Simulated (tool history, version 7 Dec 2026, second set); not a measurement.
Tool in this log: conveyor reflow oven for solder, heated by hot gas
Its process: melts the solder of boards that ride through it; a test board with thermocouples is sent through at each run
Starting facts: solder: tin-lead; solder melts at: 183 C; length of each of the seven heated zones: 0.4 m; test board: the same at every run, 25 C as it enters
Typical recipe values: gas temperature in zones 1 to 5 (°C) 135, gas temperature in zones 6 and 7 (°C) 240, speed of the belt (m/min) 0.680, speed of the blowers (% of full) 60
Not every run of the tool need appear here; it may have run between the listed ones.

run	day	gas temperature in zones 1 to 5 (°C)	gas temperature in zones 6 and 7 (°C)	speed of the belt (m/min)	speed of the blowers (% of full)	highest temperature of the board (°C)	time above the solder's melting point (s)
1	0.000	135	240	0.680	60	220.6	54.20
2	0.433	135	240	0.680	60	220.2	54.34
3	0.842	135	240	0.680	60	220.3	54.13
4	1.025	135	240	0.680	60	220.4	54.16
5	1.208	135	240	0.680	60	220.5	54.00
6	1.612	135	240	0.680	60	220.2	54.06
7	1.917	135	240	0.680	60	220.2	53.97
8	2.142	135	233	0.680	60	214.2	49.72
9	2.554	135	233	0.680	60	214.2	49.68
10	2.758	135	240	0.651	60	221.5	57.80
11	3.183	135	240	0.680	66	221.8	55.26
12	3.488	135	240	0.680	66	221.6	55.14
13	3.862	135	240	0.680	60	219.7	54.19
14	4.146	135	240	0.680	60	219.9	54.00
15	4.425	135	240	0.680	60	219.8	53.93
16	4.821	147	240	0.598	89	230.3	73.41
17	5.246	135	244	0.680	62	223.5	56.59
18	5.654	135	244	0.680	62	223.6	56.30
19	6.029	135	244	0.680	62	223.6	56.38
20	6.229	135	240	0.615	60	223.1	62.33
21	6.546	135	240	0.814	88	219.9	44.61
22	7.075	138	253	0.680	66	235.1	63.53
23	7.454	138	253	0.680	66	234.9	63.67
24	7.800	138	253	0.680	66	234.9	63.54
25	8.017	149	247	0.680	60	229.8	64.70
26	8.333	135	255	0.680	60	234.6	62.41
27	8.688	125	248	0.680	60	226.7	55.40
28	9.067	135	252	0.580	60	236.9	74.99
29	9.246	131	252	0.600	61	235.7	70.38
30	9.450	131	247	0.600	85	236.0	71.05

Put back what was entered between runs (1 entry, withheld): which listed runs does each sit between, and how does the hidden state differ from the listed run before to the listed run after?
Runs 21 to 22: flux residue cleaned out of gas plates and filters (day 6.800)
  heat that the gas passes to the board, % of a clean oven's: 91.9 -> 99.9; belt's true speed, % of the reading: 99.01 -> 98.99; true gas temperature in zones 6 and 7 over the reading, C: -0.8 -> -0.81
  difference, measured minus the result without the unlogged condition, highest temperature of the board (°C): -3.0 -> -0.4; time above the solder's melting point (s): -1.45 -> +0.46
